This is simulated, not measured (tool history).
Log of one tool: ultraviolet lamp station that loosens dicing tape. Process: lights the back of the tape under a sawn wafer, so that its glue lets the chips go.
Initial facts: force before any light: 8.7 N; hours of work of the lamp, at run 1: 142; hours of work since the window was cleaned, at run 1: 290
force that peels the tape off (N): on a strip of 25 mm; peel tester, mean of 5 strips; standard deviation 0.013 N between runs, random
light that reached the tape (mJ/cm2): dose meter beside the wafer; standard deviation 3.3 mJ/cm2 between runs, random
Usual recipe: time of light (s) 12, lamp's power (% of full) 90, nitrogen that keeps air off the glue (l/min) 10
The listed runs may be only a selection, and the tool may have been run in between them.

run	hour	time of light (s)	lamp's power (% of full)	nitrogen that keeps air off the glue (l/min)	hours of work of the lamp	hours of work since the window was cleaned	force that peels the tape off (N)	light that reached the tape (mJ/cm2)
1	0.0	12	90	10	142	290	0.899	438
# hour 52.7: window cleaned of glue's vapour
2	65.0	12	90	10	190	9	1.129	389
3	135.5	12	90	10	244	62	1.196	376
4	206.3	12	90	10	297	116	1.294	357
5	266.6	12	90	10	343	161	1.377	341
6	326.6	12	90	10	388	207	1.486	331
# hour 337.4: window cleaned of glue's vapour, once more
7	362.4	12	90	10	414	19	0.767	460
8	428.7	12	90	10	465	69	0.809	452
9	481.3	22	90	10	504	109	0.197	798
10	524.9	22	90	10	537	142	0.200	778
11	580.1	22	90	10	579	183	0.232	759
12	616.6	22	90	10	606	211	0.233	753
13	664.0	22	90	10	642	247	0.269	718
14	725.4	12	90	10	689	293	1.098	381
# hour 776.2: window cleaned of glue's vapour
15	793.9	12	90	10	740	13	0.894	432
16	828.4	12	90	10	766	39	0.945	427
17	859.9	12	90	10	790	63	0.944	419
18	917.2	21	90	10	833	106	0.254	717
19	971.9	21	90	10	874	148	0.277	694
20	1029.2	21	90	10	918	191	0.298	673
21	1076.3	12	90	10	953	226	1.229	373
22	1107.3	12	92	10	977	250	1.155	375
23	1172.8	12	92	10	1026	299	1.260	361
# hour 1212.4: window cleaned of glue's vapour
24	1241.0	12	69	3	1077	22	2.738	309
25	1274.2	12	96	18	1102	47	0.697	424
26	1329.0	9	64	4	1143	88	3.824	203
27	1381.8	16	79	9	1183	128	0.963	439
28	1451.4	9	67	7	1236	180	3.245	196
29	1498.7	10	61	4	1272	216	3.991	199
30	1540.3	12	72	10	1303	248	1.932	272
31	1595.7	12	72	10	1345	289	2.201	260
# hour 1651.6: window cleaned of glue's vapour
32	1653.1	16	76	10	1388	1	0.911	418
33	1689.7	12	72	10	1415	29	1.827	298
34	1723.6	14	95	4	1441	54	1.417	449
35	1791.8	14	95	4	1492	106	1.513	426
36	1832.6	17	80	10	1523	137	0.891	424
37	1878.1	7	72	8	1558	171	3.988	154
38	1931.8	7	72	8	1598	212	3.981	151
39	1986.6	7	72	8	1640	253	3.981	145
40	2025.5	15	72	13	1669	282	1.587	301
41	2083.9	19	62	13	1713	326	1.428	323

Here are 3 independent what-if runs from the current tool condition. What would each one return?
# hour 2091.0: window cleaned of glue's vapour
A	2143.3	18	78	7	1757	39	?	?
# hour 2091.0: window cleaned of glue's vapour
B	2143.3	13	93	8	1757	39	?	?
# hour 2091.0: window cleaned of glue's vapour
C	2143.3	7	99	13	1757	39	?	?

run	force that peels the tape off (N)	light that reached the tape (mJ/cm2)
A	1.077	443
B	1.371	378
C	2.522	218
With no hidden state in the tool, these same runs would have given:
run	force that peels the tape off (N)	light that reached the tape (mJ/cm2)
A	0.402	676
B	0.543	578
C	1.333	333
